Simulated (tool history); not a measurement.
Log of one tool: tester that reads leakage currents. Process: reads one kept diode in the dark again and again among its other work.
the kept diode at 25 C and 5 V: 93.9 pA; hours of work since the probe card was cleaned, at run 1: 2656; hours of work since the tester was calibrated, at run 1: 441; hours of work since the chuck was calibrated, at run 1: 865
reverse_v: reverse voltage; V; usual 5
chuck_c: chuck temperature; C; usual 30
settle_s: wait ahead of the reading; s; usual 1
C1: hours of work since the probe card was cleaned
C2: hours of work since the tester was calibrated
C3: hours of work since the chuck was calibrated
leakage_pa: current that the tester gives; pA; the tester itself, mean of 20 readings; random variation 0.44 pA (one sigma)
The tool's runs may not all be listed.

run 1 hour=0 | reverse_v=5 chuck_c=30 settle_s=1 | C1=2656 C2=441 C3=865 | leakage_pa=166.69
run 2 hour=44.6 | reverse_v=7.46 chuck_c=30 settle_s=1 | C1=2687 C2=472 C3=896 | leakage_pa=202.58
run 3 hour=91.1 | reverse_v=5 chuck_c=30 settle_s=1 | C1=2719 C2=504 C3=928 | leakage_pa=165.91
run 4 hour=159.7 | reverse_v=5 chuck_c=54 settle_s=1 | C1=2767 C2=551 C3=976 | leakage_pa=1045.82
run 5 hour=216.1 | reverse_v=5 chuck_c=54 settle_s=1 | C1=2806 C2=590 C3=1015 | leakage_pa=1042.29
-- hour=270.3 chuck's temperature calibrated
run 6 hour=270.3 | reverse_v=5 chuck_c=54 settle_s=1 | C1=2842 C2=626 C3=0 | leakage_pa=982.29
run 7 hour=323.6 | reverse_v=5 chuck_c=30 settle_s=1 | C1=2879 C2=663 C3=37 | leakage_pa=157.21
run 8 hour=395.9 | reverse_v=3.31 chuck_c=30 settle_s=1 | C1=2929 C2=713 C3=87 | leakage_pa=127.72
run 9 hour=426.8 | reverse_v=3.31 chuck_c=30 settle_s=1 | C1=2950 C2=735 C3=108 | leakage_pa=127.75
run 10 hour=483.1 | reverse_v=3.31 chuck_c=30 settle_s=1 | C1=2989 C2=774 C3=147 | leakage_pa=129.08
run 11 hour=548.7 | reverse_v=3.31 chuck_c=30 settle_s=1 | C1=3034 C2=819 C3=193 | leakage_pa=129.76
run 12 hour=594.4 | reverse_v=3.31 chuck_c=30 settle_s=1.01 | C1=3066 C2=851 C3=224 | leakage_pa=129.13
run 13 hour=659.4 | reverse_v=5 chuck_c=24 settle_s=1 | C1=3111 C2=895 C3=269 | leakage_pa=99.68
run 14 hour=719.4 | reverse_v=5 chuck_c=24 settle_s=1 | C1=3153 C2=937 C3=311 | leakage_pa=99.86
run 15 hour=772.6 | reverse_v=5 chuck_c=25 settle_s=1 | C1=3189 C2=974 C3=347 | leakage_pa=108.39
run 16 hour=809.8 | reverse_v=3.35 chuck_c=30 settle_s=1 | C1=3215 C2=999 C3=373 | leakage_pa=131.49
run 17 hour=873.8 | reverse_v=3.35 chuck_c=30 settle_s=1 | C1=3259 C2=1044 C3=417 | leakage_pa=132.8
run 18 hour=906.6 | reverse_v=3.35 chuck_c=30 settle_s=1 | C1=3282 C2=1066 C3=440 | leakage_pa=132.6
run 19 hour=979.3 | reverse_v=3.35 chuck_c=30 settle_s=1 | C1=3332 C2=1117 C3=490 | leakage_pa=133.22
run 20 hour=1027.6 | reverse_v=5 chuck_c=30 settle_s=1 | C1=3366 C2=1150 C3=524 | leakage_pa=164.29
-- hour=1035.7 probe card cleaned and baked
run 21 hour=1104.3 | reverse_v=5 chuck_c=47 settle_s=7.6 | C1=47 C2=1201 C3=575 | leakage_pa=618.91
run 22 hour=1155.4 | reverse_v=13.15 chuck_c=47 settle_s=0.56 | C1=83 C2=1236 C3=610 | leakage_pa=989.96
run 23 hour=1202.6 | reverse_v=7.01 chuck_c=30 settle_s=8.67 | C1=115 C2=1269 C3=643 | leakage_pa=203.68
run 24 hour=1257.4 | reverse_v=5 chuck_c=41 settle_s=0.79 | C1=153 C2=1307 C3=681 | leakage_pa=397.23
run 25 hour=1312.8 | reverse_v=4.81 chuck_c=22 settle_s=0.61 | C1=192 C2=1345 C3=719 | leakage_pa=92.72
run 26 hour=1368.3 | reverse_v=5 chuck_c=41 settle_s=1.28 | C1=230 C2=1384 C3=757 | leakage_pa=399.86
run 27 hour=1411.4 | reverse_v=5 chuck_c=41 settle_s=1.28 | C1=260 C2=1413 C3=787 | leakage_pa=400
-- hour=1480 probe card cleaned and baked, once more
run 28 hour=1485.1 | reverse_v=1.46 chuck_c=20 settle_s=1 | C1=3 C2=1462 C3=836 | leakage_pa=36.36
run 29 hour=1542.8 | reverse_v=5.22 chuck_c=26 settle_s=1.96 | C1=43 C2=1502 C3=876 | leakage_pa=113.53
run 30 hour=1593.4 | reverse_v=1.1 chuck_c=37 settle_s=2.02 | C1=78 C2=1537 C3=911 | leakage_pa=136.74
run 31 hour=1626.4 | reverse_v=1.1 chuck_c=37 settle_s=2.02 | C1=101 C2=1560 C3=934 | leakage_pa=137.01
run 32 hour=1697.7 | reverse_v=5 chuck_c=48 settle_s=1 | C1=150 C2=1609 C3=983 | leakage_pa=662.85
run 33 hour=1772.9 | reverse_v=2.36 chuck_c=41 settle_s=2.03 | C1=203 C2=1661 C3=1035 | leakage_pa=271.59
-- hour=1800.7 chuck's temperature calibrated
run 34 hour=1839.9 | reverse_v=2.36 chuck_c=41 settle_s=2.03 | C1=248 C2=1706 C3=27 | leakage_pa=255.24
run 35 hour=1893.6 | reverse_v=2.15 chuck_c=30 settle_s=0.85 | C1=285 C2=1743 C3=64 | leakage_pa=98.88
run 36 hour=1960.2 | reverse_v=2.15 chuck_c=30 settle_s=0.85 | C1=331 C2=1789 C3=110 | leakage_pa=98.8
run 37 hour=1997.3 | reverse_v=4.51 chuck_c=57 settle_s=0.85 | C1=356 C2=1815 C3=136 | leakage_pa=1157.56
run 38 hour=2051.2 | reverse_v=2.11 chuck_c=30 settle_s=1.23 | C1=394 C2=1852 C3=173 | leakage_pa=98.21
run 39 hour=2098.6 | reverse_v=2.11 chuck_c=30 settle_s=1.07 | C1=426 C2=1885 C3=206 | leakage_pa=99.12
run 40 hour=2131.5 | reverse_v=11.38 chuck_c=40 settle_s=2.99 | C1=449 C2=1908 C3=229 | leakage_pa=504.78

Measured less the same run without the tool's hidden state. The same run-to-run variation is in both; the gauge's scatter may not be:
The hidden state here: stray current of the dirty probe card, pA a volt; current scale over the true one, %; true chuck temperature over the reading, C; drift of the gauge itself on leakage_pa, %.
run=1 leakage_pa=+19.59
run=2 leakage_pa=+26.53
run=3 leakage_pa=+20.36
run=4 leakage_pa=+77.16
run=5 leakage_pa=+79.62
run=6 leakage_pa=+14.12
run=7 leakage_pa=+10.89
run=8 leakage_pa=+7.96
run=9 leakage_pa=+8.2
run=10 leakage_pa=+8.69
run=11 leakage_pa=+9.25
run=12 leakage_pa=+9.56
run=13 leakage_pa=+12.8
run=14 leakage_pa=+13.2
run=15 leakage_pa=+13.82
run=16 leakage_pa=+11.35
run=17 leakage_pa=+11.99
run=18 leakage_pa=+12.2
run=19 leakage_pa=+12.8
run=20 leakage_pa=+18.1
run=21 leakage_pa=+42.47
run=22 leakage_pa=+85.78
run=23 leakage_pa=+32.67
run=24 leakage_pa=+36.61
run=25 leakage_pa=+20.67
run=26 leakage_pa=+39.03
run=27 leakage_pa=+39.89
run=28 leakage_pa=+2.65
run=29 leakage_pa=+8.46
run=30 leakage_pa=+9.69
run=31 leakage_pa=+9.94
run=32 leakage_pa=+47.22
run=33 leakage_pa=+21.22
run=34 leakage_pa=+1.68
run=35 leakage_pa=+1.29
run=36 leakage_pa=+1.69
run=37 leakage_pa=+14.72
run=38 leakage_pa=+2.24
run=39 leakage_pa=+2.54
run=40 leakage_pa=+13.43
